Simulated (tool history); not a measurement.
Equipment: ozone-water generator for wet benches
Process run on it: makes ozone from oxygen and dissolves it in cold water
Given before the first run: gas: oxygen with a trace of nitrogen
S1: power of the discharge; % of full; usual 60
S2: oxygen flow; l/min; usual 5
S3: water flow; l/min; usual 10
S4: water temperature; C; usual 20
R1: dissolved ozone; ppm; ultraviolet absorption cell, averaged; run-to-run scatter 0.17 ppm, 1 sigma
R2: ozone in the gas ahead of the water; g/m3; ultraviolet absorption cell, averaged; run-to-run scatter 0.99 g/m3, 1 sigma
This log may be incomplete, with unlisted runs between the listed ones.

Run 1, hour 0: usual settings. Result: R1 24.5 ppm, R2 232.4 g/m3.
Run 2, hour 68.8: usual settings. Result: R1 24.2 ppm, R2 232.8 g/m3.
Run 3, hour 138.2: usual settings but S3 12 l/min. Result: R1 21.3 ppm, R2 233.3 g/m3.
Run 4, hour 236.2: usual settings but S3 12 l/min. Result: R1 21.1 ppm, R2 233.1 g/m3.
Run 5, hour 288.3: usual settings but S3 12 l/min. Result: R1 21.1 ppm, R2 231.9 g/m3.
Run 6, hour 361.4: usual settings but S3 12 l/min. Result: R1 21 ppm, R2 233 g/m3.
Run 7, hour 412.3: usual settings but S3 12 l/min. Result: R1 21 ppm, R2 230.8 g/m3.
Run 8, hour 524.7: usual settings but S3 12 l/min. Result: R1 20.8 ppm, R2 230.5 g/m3.
Run 9, hour 594.8: usual settings but S3 12 l/min, S4 25 C. Result: R1 19 ppm, R2 230.3 g/m3.
Run 10, hour 669.3: usual settings. Result: R1 23.6 ppm, R2 230 g/m3.
Run 11, hour 760.6: usual settings. Result: R1 23.7 ppm, R2 230.2 g/m3.
Run 12, hour 841.2: usual settings but S2 5.06 l/min. Result: R1 23.2 ppm, R2 228.9 g/m3.
Run 13, hour 899.3: usual settings but S2 5.06 l/min. Result: R1 23.6 ppm, R2 228.6 g/m3.
Run 14, hour 984.1: usual settings but S2 5.06 l/min. Result: R1 23.4 ppm, R2 228 g/m3.
Run 15, hour 1033.5: usual settings but S2 5.06 l/min, S4 14 C. Result: R1 26.3 ppm, R2 228.4 g/m3.
Run 16, hour 1121.7: usual settings but S2 5.06 l/min, S4 14 C. Result: R1 26.3 ppm, R2 230 g/m3.
Run 17, hour 1225: usual settings but S1 48 % of full, S2 3.19 l/min, S4 14 C. Result: R1 21 ppm, R2 229.8 g/m3.
Run 18, hour 1270.6: usual settings but S1 48 % of full, S2 3.19 l/min, S3 9 l/min, S4 14 C. Result: R1 23 ppm, R2 228.9 g/m3.
Run 19, hour 1363.7: usual settings but S1 71 % of full, S2 7.42 l/min, S3 9 l/min, S4 21 C. Result: R1 26.2 ppm, R2 223.7 g/m3.
Run 20, hour 1444: usual settings but S3 7 l/min. Result: R1 28.9 ppm, R2 229.1 g/m3.
Run 21, hour 1539.1: usual settings but S3 7 l/min. Result: R1 28.7 ppm, R2 229.7 g/m3.
Run 22, hour 1628.7: usual settings but S1 50 % of full, S3 9 l/min, S4 18 C. Result: R1 21.8 ppm, R2 194.3 g/m3.
Run 23, hour 1730: usual settings but S1 54 % of full, S3 9 l/min, S4 21 C. Result: R1 21.9 ppm, R2 207.9 g/m3.
Run 24, hour 1799: usual settings but S1 54 % of full, S3 9 l/min, S4 21 C. Result: R1 21.9 ppm, R2 207.2 g/m3.
Run 25, hour 1869.1: usual settings but S3 11 l/min, S4 14 C. Result: R1 23.4 ppm, R2 226.1 g/m3.
Run 26, hour 1960.1: usual settings but S1 61 % of full, S2 5.31 l/min, S4 21 C. Result: R1 22.3 ppm, R2 224.3 g/m3.
Run 27, hour 2043.8: usual settings but S2 6.04 l/min, S3 9 l/min, S4 18 C. Result: R1 24.7 ppm, R2 208.4 g/m3.
Run 28, hour 2115.6: usual settings but S1 55 % of full, S2 5.13 l/min, S3 11 l/min, S4 22 C. Result: R1 19 ppm, R2 207.3 g/m3.
Run 29, hour 2197.9: usual settings but S1 55 % of full, S2 3.41 l/min, S3 9 l/min, S4 21 C. Result: R1 22.3 ppm, R2 247.1 g/m3.
Run 30, hour 2296.6: usual settings but S1 55 % of full, S2 3.41 l/min, S3 9 l/min, S4 21 C. Result: R1 22.2 ppm, R2 246.8 g/m3.
Run 31, hour 2408.1: usual settings but S1 52 % of full. Result: R1 19.7 ppm, R2 199.6 g/m3.

Below are 4 alternative next runs, each starting from the tool's condition after run 31. Predict each:
At hour 2454: contactor cleaned.
Run A, hour 2515.2: usual settings but S1 70 % of full, S3 8 l/min. Result: R1 ?, R2 ?.
At hour 2454: contactor cleaned.
Run B, hour 2515.2: usual settings but S1 49 % of full, S3 15 l/min. Result: R1 ?, R2 ?.
At hour 2454: contactor cleaned.
Run C, hour 2515.2: usual settings but S2 8.52 l/min, S3 9 l/min. Result: R1 ?, R2 ?.
At hour 2454: contactor cleaned.
Run D, hour 2515.2: usual settings but S1 52 % of full. Result: R1 ?, R2 ?.

run    R1     R2
  A  30.4  257.4
  B  14.2  189.2
  C  22.6  177.3
  D  20.4    200
With no hidden state in the tool, these same runs would have given:
run    R1     R2
  A  33.7  279.1
  B  15.4  199.8
  C  24.9  190.1
  D  22.2  212.2
